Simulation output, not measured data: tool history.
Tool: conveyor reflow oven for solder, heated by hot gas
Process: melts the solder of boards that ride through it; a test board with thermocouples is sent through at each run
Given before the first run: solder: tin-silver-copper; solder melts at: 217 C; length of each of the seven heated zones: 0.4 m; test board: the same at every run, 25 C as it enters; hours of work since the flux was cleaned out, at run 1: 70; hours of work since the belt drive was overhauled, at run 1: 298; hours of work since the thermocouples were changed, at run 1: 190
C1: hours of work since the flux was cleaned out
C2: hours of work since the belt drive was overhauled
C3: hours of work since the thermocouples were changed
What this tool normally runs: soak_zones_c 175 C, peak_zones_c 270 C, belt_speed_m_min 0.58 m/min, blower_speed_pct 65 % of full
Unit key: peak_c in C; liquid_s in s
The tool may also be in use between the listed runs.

Run 1, hour 0: usual settings; C1 70; C2 298; C3 190. Result: peak_c 255 C, liquid_s 65.2 s.
Run 2, hour 101.3: usual settings; C1 118; C2 346; C3 238. Result: peak_c 254.6 C, liquid_s 64.6 s.
Run 3, hour 177.7: usual settings but peak_zones_c 260 C; C1 155; C2 382; C3 274. Result: peak_c 245.2 C, liquid_s 57.6 s.
Run 4, hour 253.6: usual settings but peak_zones_c 260 C; C1 191; C2 418; C3 310. Result: peak_c 244.9 C, liquid_s 58.3 s.
Run 5, hour 300.4: usual settings but peak_zones_c 260 C; C1 213; C2 440; C3 332. Result: peak_c 244.8 C, liquid_s 57.3 s.
Run 6, hour 361.9: usual settings but peak_zones_c 280 C; C1 242; C2 470; C3 361. Result: peak_c 263.1 C, liquid_s 69.8 s.
Run 7, hour 404.8: usual settings but peak_zones_c 280 C, blower_speed_pct 66 % of full; C1 262; C2 490; C3 382. Result: peak_c 263.7 C, liquid_s 70.3 s.
Run 8, hour 476: usual settings but peak_zones_c 280 C, blower_speed_pct 66 % of full; C1 296; C2 524; C3 416. Result: peak_c 262.4 C, liquid_s 70.4 s.
At hour 489.8: flux residue cleaned out of gas plates and filters.
Run 9, hour 568: usual settings; C1 37; C2 565; C3 457. Result: peak_c 253.2 C, liquid_s 62.6 s.
Run 10, hour 627.9: usual settings but peak_zones_c 262 C; C1 66; C2 593; C3 485. Result: peak_c 245.7 C, liquid_s 57.2 s.
At hour 663.1: flux residue cleaned out of gas plates and filters, once more.
Run 11, hour 716.1: usual settings but peak_zones_c 262 C; C1 25; C2 633; C3 525. Result: peak_c 247 C, liquid_s 59.8 s.
Run 12, hour 802.4: usual settings but peak_zones_c 262 C; C1 66; C2 674; C3 566. Result: peak_c 248.1 C, liquid_s 59.5 s.
Run 13, hour 903.5: usual settings but soak_zones_c 185 C, blower_speed_pct 82 % of full; C1 114; C2 722; C3 614. Result: peak_c 257.8 C, liquid_s 72.5 s.
Run 14, hour 964.4: usual settings but soak_zones_c 185 C, blower_speed_pct 82 % of full; C1 143; C2 751; C3 643. Result: peak_c 257.4 C, liquid_s 71.6 s.
Run 15, hour 1006.7: usual settings but soak_zones_c 185 C, blower_speed_pct 82 % of full; C1 163; C2 771; C3 663. Result: peak_c 257.4 C, liquid_s 71.6 s.
Run 16, hour 1083.1: usual settings but soak_zones_c 185 C, peak_zones_c 284 C, belt_speed_m_min 0.475 m/min, blower_speed_pct 68 % of full; C1 199; C2 807; C3 699. Result: peak_c 272.8 C, liquid_s 97.5 s.
Run 17, hour 1133: usual settings but soak_zones_c 178 C, peak_zones_c 265 C, belt_speed_m_min 0.475 m/min, blower_speed_pct 68 % of full; C1 223; C2 831; C3 723. Result: peak_c 254.5 C, liquid_s 83.5 s.
Run 18, hour 1214.2: usual settings but soak_zones_c 178 C, peak_zones_c 265 C, belt_speed_m_min 0.475 m/min, blower_speed_pct 68 % of full; C1 262; C2 869; C3 761. Result: peak_c 253.8 C, liquid_s 82.8 s.
Run 19, hour 1265.8: usual settings but blower_speed_pct 66 % of full; C1 286; C2 894; C3 786. Result: peak_c 253.6 C, liquid_s 63.9 s.
Run 20, hour 1352.4: usual settings but blower_speed_pct 78 % of full; C1 327; C2 935; C3 827. Result: peak_c 254.9 C, liquid_s 66.1 s.
Run 21, hour 1451.9: usual settings but blower_speed_pct 78 % of full; C1 374; C2 982; C3 874. Result: peak_c 254.4 C, liquid_s 66.1 s.
At hour 1489.7: flux residue cleaned out of gas plates and filters.
At hour 1515.2: thermocouples of zones 6 and 7 changed.
Run 22, hour 1515.2: usual settings but blower_speed_pct 78 % of full; C1 11; C2 1009; C3 0. Result: peak_c 259.4 C, liquid_s 69.3 s.

5 options for the next run, each taken on its own from the tool as it stands now. Forecast them:
Run A, hour 1606: usual settings but soak_zones_c 177 C, belt_speed_m_min 0.697 m/min; C1 54; C2 1052; C3 43. Result: peak_c ?, liquid_s ?.
Run B, hour 1606: usual settings but soak_zones_c 188 C, peak_zones_c 282 C, blower_speed_pct 53 % of full; C1 54; C2 1052; C3 43. Result: peak_c ?, liquid_s ?.
Run C, hour 1606: usual settings but peak_zones_c 279 C, blower_speed_pct 80 % of full; C1 54; C2 1052; C3 43. Result: peak_c ?, liquid_s ?.
Run D, hour 1606: usual settings but blower_speed_pct 68 % of full; C1 54; C2 1052; C3 43. Result: peak_c ?, liquid_s ?.
Run E, hour 1606: usual settings but soak_zones_c 188 C, belt_speed_m_min 0.528 m/min, blower_speed_pct 52 % of full; C1 54; C2 1052; C3 43. Result: peak_c ?, liquid_s ?.

run  peak_c  liquid_s
  A     251      51.8
  B   266.5      78.1
  C   267.8      72.7
  D   258.1      67.7
  E     258      81.3
Stripped of hidden state, with their random variation kept, the same runs would have yielded:
run  peak_c  liquid_s
  A   250.1      50.2
  B   265.6      76.2
  C     267        71
  D   257.3      65.9
  E   257.2      79.3
